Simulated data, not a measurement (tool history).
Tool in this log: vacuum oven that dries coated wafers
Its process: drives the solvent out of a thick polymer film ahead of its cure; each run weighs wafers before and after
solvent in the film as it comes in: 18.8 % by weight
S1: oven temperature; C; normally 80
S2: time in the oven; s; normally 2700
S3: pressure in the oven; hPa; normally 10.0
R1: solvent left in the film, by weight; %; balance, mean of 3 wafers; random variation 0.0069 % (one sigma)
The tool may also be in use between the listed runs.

run,hour,S1,S2,S3,R1
1,0.0,80,2700,10.0,1.542
2,54.9,80,2700,10.0,1.539
3,106.8,80,2700,10.0,1.543
4,129.6,80,1800,10.0,3.066
5,168.9,80,1800,10.0,3.060
6,192.2,80,1800,10.0,3.062
7,215.8,80,1800,10.0,3.042
8,254.4,93,1680,39.9,2.018
9,301.0,93,1680,39.9,2.019
10,335.9,68,1680,11.7,6.391

Pick out some run-to-run changes in R1. Of each, how much would a tool without hidden state show as well, from the settings, what came in and chance, and how much is left for the hidden state and any gauge scatter not in both results compared?
The hidden state here: true wafer temperature over the reading, C; true pressure over the reading, kPa; drift of the gauge itself on solvent_pct, %.
Run 9 -> 10: S1 93 -> 68, S3 39.9 -> 11.7. R1 +4.372 %: hidden state -0.003, all else +4.375.

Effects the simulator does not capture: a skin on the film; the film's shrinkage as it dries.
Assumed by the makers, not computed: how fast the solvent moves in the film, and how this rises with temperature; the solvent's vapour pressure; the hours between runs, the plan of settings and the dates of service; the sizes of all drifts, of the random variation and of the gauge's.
